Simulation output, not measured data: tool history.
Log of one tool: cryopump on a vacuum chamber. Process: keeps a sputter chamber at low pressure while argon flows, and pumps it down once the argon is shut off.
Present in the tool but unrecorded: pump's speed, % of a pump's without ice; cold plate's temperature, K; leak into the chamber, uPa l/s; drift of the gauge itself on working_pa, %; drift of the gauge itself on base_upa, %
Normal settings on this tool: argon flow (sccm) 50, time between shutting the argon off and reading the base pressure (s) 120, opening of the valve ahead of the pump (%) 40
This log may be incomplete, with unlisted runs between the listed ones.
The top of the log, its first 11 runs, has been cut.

run     day  argon flow (sccm)  time between shutting the argon off and reading the base pressure (s)  opening of the valve ahead of the pump (%)  hours of work since the pump was warmed up and emptied  hours of work since the cold head was overhauled  hours of work since the chamber's fittings were tightened  pressure while argon flows (Pa)  pressure after the wait (uPa)
 12   5.358                 50                                                                    120                                          40                                                     459                                               459                                                       2446                           0.1326                           2.27
 13   5.733                 50                                                                    120                                          40                                                     466                                               466                                                       2453                           0.1328                           2.15
 14   6.275                 50                                                                    120                                          40                                                     477                                               477                                                       2464                           0.1333                           2.23
 15   6.800                 50                                                                    120                                          40                                                     487                                               487                                                       2474                           0.1323                           2.28
 16   7.342                 74                                                                    120                                          40                                                     498                                               498                                                       2485                           0.1967                           2.27
 17   7.733                 74                                                                    120                                          40                                                     506                                               506                                                       2493                           0.1967                           2.22
 18   8.133                 50                                                                    120                                          40                                                     514                                               514                                                       2500                           0.1342                           2.28
 19   8.738                 45                                                                    120                                          40                                                     525                                               525                                                       2512                           0.1211                           2.31
 20   9.054                 56                                                                    151                                          36                                                     532                                               532                                                       2519                           0.1646                           2.09
 21   9.500                 56                                                                    151                                          36                                                     541                                               541                                                       2527                           0.1656                           2.15
 22  10.162                 32                                                                     51                                          40                                                     554                                               554                                                       2540                           0.0852                           3.24
 23  10.779                 41                                                                    113                                          40                                                     566                                               566                                                       2553                           0.1106                           2.39
 24  11.146                 71                                                                     27                                          28                                                     573                                               573                                                       2560                           0.2663                           4.67
 25  11.738                 71                                                                     27                                          28                                                     585                                               585                                                       2571                           0.2674                           4.72
 26  12.371                 71                                                                     27                                          28                                                     597                                               597                                                       2584                           0.2691                           4.72
 27  12.871                 50                                                                    257                                          40                                                     607                                               607                                                       2594                           0.1349                           1.93
 28  13.200                 69                                                                    184                                          47                                                     613                                               613                                                       2600                           0.1597                           2.04
     13.500  -- pump warmed up, emptied and cooled again
 29  13.833                 68                                                                    120                                          29                                                       7                                               622                                                       2609                           0.2389                           2.21
 30  14.108                 84                                                                     40                                          40                                                      12                                               627                                                       2614                           0.2149                           3.54
 31  14.429                 66                                                                     28                                          40                                                      18                                               633                                                       2620                           0.1687                           4.50
 32  14.746                 61                                                                     44                                          40                                                      25                                               640                                                       2627                           0.1561                           3.46
 33  15.242                 45                                                                     93                                          40                                                      34                                               649                                                       2636                           0.1150                           2.37
 34  15.767                 50                                                                     30                                          40                                                      45                                               660                                                       2647                           0.1287                           4.27
 35  16.254                 50                                                                    120                                          44                                                      54                                               669                                                       2656                           0.1151                           2.22

3 ways to go on from here, each from the tool as it stands after run 35. What would each give?
  A  16.717                 21                                                                    120                                          40                                                      63                                               678                                                       2665                                ?                              ?
  B  16.717                 53                                                                    120                                          56                                                      63                                               678                                                       2665                                ?                              ?
  C  16.717                 25                                                                    114                                          40                                                      63                                               678                                                       2665                                ?                              ?

run  pressure while argon flows (Pa)  pressure after the wait (uPa)
  A                           0.0542                           2.20
  B                           0.0972                           2.17
  C                           0.0641                           2.29
With no hidden state in the tool, these same runs would have given:
run  pressure while argon flows (Pa)  pressure after the wait (uPa)
  A                           0.0535                           0.89
  B                           0.0956                           0.87
  C                           0.0634                           0.96
